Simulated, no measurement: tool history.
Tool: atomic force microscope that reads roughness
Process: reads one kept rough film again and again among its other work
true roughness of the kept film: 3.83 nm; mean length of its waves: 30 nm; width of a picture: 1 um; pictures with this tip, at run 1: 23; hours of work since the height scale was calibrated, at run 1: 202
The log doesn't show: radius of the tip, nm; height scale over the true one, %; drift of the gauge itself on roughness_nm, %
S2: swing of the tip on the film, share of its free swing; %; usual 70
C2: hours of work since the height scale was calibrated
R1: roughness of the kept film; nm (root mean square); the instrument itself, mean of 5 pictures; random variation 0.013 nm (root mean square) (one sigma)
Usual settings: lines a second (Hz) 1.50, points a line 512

Run 1, hour 0.0: usual settings; pictures with this tip 23; C2 202. Result: R1 2.810 nm (root mean square).
Run 2, hour 9.3: usual settings; pictures with this tip 39; C2 209. Result: R1 2.690 nm (root mean square).
Run 3, hour 21.2: usual settings; pictures with this tip 58; C2 217. Result: R1 2.576 nm (root mean square).
Run 4, hour 32.6: usual settings; pictures with this tip 77; C2 225. Result: R1 2.460 nm (root mean square).
Run 5, hour 45.0: usual settings; pictures with this tip 98; C2 234. Result: R1 2.364 nm (root mean square).
At hour 49.0: new tip fitted.
Run 6, hour 54.0: usual settings; pictures with this tip 9; C2 239. Result: R1 2.894 nm (root mean square).
Run 7, hour 62.8: usual settings but lines a second (Hz) 1.03; pictures with this tip 23; C2 245. Result: R1 2.894 nm (root mean square).
Run 8, hour 70.2: usual settings; pictures with this tip 35; C2 250. Result: R1 2.732 nm (root mean square).
Run 9, hour 76.9: usual settings but lines a second (Hz) 2.50; pictures with this tip 46; C2 255. Result: R1 2.510 nm (root mean square).
Run 10, hour 90.2: usual settings but lines a second (Hz) 2.50, points a line 444; pictures with this tip 68; C2 264. Result: R1 2.380 nm (root mean square).
Run 11, hour 99.8: usual settings; pictures with this tip 84; C2 271. Result: R1 2.418 nm (root mean square).
Run 12, hour 108.0: usual settings; pictures with this tip 98; C2 277. Result: R1 2.350 nm (root mean square).
At hour 111.7: new tip fitted.
Run 13, hour 118.7: usual settings; pictures with this tip 11; C2 284. Result: R1 2.917 nm (root mean square).
Run 14, hour 129.8: usual settings; pictures with this tip 30; C2 291. Result: R1 2.743 nm (root mean square).
Run 15, hour 143.5: usual settings; pictures with this tip 52; C2 301. Result: R1 2.631 nm (root mean square).
Run 16, hour 151.6: usual settings; pictures with this tip 66; C2 306. Result: R1 2.542 nm (root mean square).
Run 17, hour 158.8: usual settings but lines a second (Hz) 0.71; pictures with this tip 78; C2 311. Result: R1 2.584 nm (root mean square).
Run 18, hour 172.4: usual settings but S2 57 %; pictures with this tip 100; C2 321. Result: R1 2.450 nm (root mean square).
At hour 174.2: new tip fitted.
Run 19, hour 181.5: usual settings but lines a second (Hz) 3.10; pictures with this tip 12; C2 327. Result: R1 2.600 nm (root mean square).
At hour 183.9: height scale calibrated on a step standard.
Run 20, hour 188.8: usual settings but points a line 462; pictures with this tip 23; C2 3. Result: R1 2.777 nm (root mean square).
Run 21, hour 198.8: usual settings but points a line 462; pictures with this tip 39; C2 10. Result: R1 2.678 nm (root mean square).
Run 22, hour 210.6: usual settings but lines a second (Hz) 0.73, points a line 346; pictures with this tip 58; C2 18. Result: R1 2.648 nm (root mean square).
Run 23, hour 217.7: usual settings but lines a second (Hz) 0.73, points a line 346; pictures with this tip 70; C2 23. Result: R1 2.563 nm (root mean square).
Run 24, hour 229.2: usual settings but points a line 494; pictures with this tip 89; C2 31. Result: R1 2.367 nm (root mean square).
At hour 237.6: new tip fitted.
Run 25, hour 242.1: usual settings but points a line 494; pictures with this tip 8; C2 40. Result: R1 2.890 nm (root mean square).
Run 26, hour 248.5: usual settings but lines a second (Hz) 0.68, S2 62 %, points a line 912; pictures with this tip 18; C2 44. Result: R1 3.022 nm (root mean square).
Run 27, hour 261.9: usual settings but lines a second (Hz) 1.60, S2 62 %, points a line 294; pictures with this tip 40; C2 53. Result: R1 2.751 nm (root mean square).
At hour 272.0: height scale calibrated on a step standard, once more.
Run 28, hour 277.2: usual settings but lines a second (Hz) 1.60, S2 62 %, points a line 294; pictures with this tip 64; C2 4. Result: R1 2.593 nm (root mean square).
Run 29, hour 284.8: usual settings but lines a second (Hz) 1.60, S2 60 %, points a line 340; pictures with this tip 76; C2 9. Result: R1 2.509 nm (root mean square).
Run 30, hour 291.7: usual settings but lines a second (Hz) 2.05, points a line 807; pictures with this tip 88; C2 14. Result: R1 2.323 nm (root mean square).
At hour 301.6: new tip fitted.
Run 31, hour 306.3: usual settings but lines a second (Hz) 1.02, points a line 937; pictures with this tip 8; C2 23. Result: R1 3.012 nm (root mean square).
Run 32, hour 317.5: usual settings but lines a second (Hz) 2.17, S2 87 %, points a line 949; pictures with this tip 26; C2 31. Result: R1 2.297 nm (root mean square).
Run 33, hour 324.4: usual settings but lines a second (Hz) 2.08, S2 79 %, points a line 350; pictures with this tip 38; C2 36. Result: R1 2.407 nm (root mean square).
Run 34, hour 337.8: usual settings but lines a second (Hz) 2.08, S2 79 %, points a line 350; pictures with this tip 60; C2 45. Result: R1 2.284 nm (root mean square).
Run 35, hour 344.9: usual settings but lines a second (Hz) 0.92, S2 83 %, points a line 350; pictures with this tip 71; C2 50. Result: R1 2.418 nm (root mean square).
Run 36, hour 352.1: usual settings but lines a second (Hz) 2.00, S2 58 %, points a line 546; pictures with this tip 83; C2 55. Result: R1 2.495 nm (root mean square).
Run 37, hour 360.5: usual settings but lines a second (Hz) 2.00, S2 58 %, points a line 546; pictures with this tip 97; C2 61. Result: R1 2.422 nm (root mean square).
At hour 364.7: new tip fitted.
Run 38, hour 370.4: usual settings but lines a second (Hz) 1.20, S2 62 %, points a line 855; pictures with this tip 10; C2 67. Result: R1 3.012 nm (root mean square).

Forecast each of these 4 alternatives for the next run:
Run A, hour 381.8: usual settings but lines a second (Hz) 0.63, S2 62 %, points a line 510; pictures with this tip 28; C2 75. Result: R1 ?.
Run B, hour 381.8: usual settings but lines a second (Hz) 0.79, S2 58 %, points a line 541; pictures with this tip 28; C2 75. Result: R1 ?.
Run C, hour 381.8: usual settings but lines a second (Hz) 1.28, S2 62 %, points a line 889; pictures with this tip 28; C2 75. Result: R1 ?.
Run D, hour 381.8: usual settings but S2 57 %; pictures with this tip 28; C2 75. Result: R1 ?.

run     R1
  A  2.918
  B  2.932
  C  2.860
  D  2.898
Without the tool's hidden state the same runs would have given:
run     R1
  A  3.167
  B  3.181
  C  3.103
  D  3.144
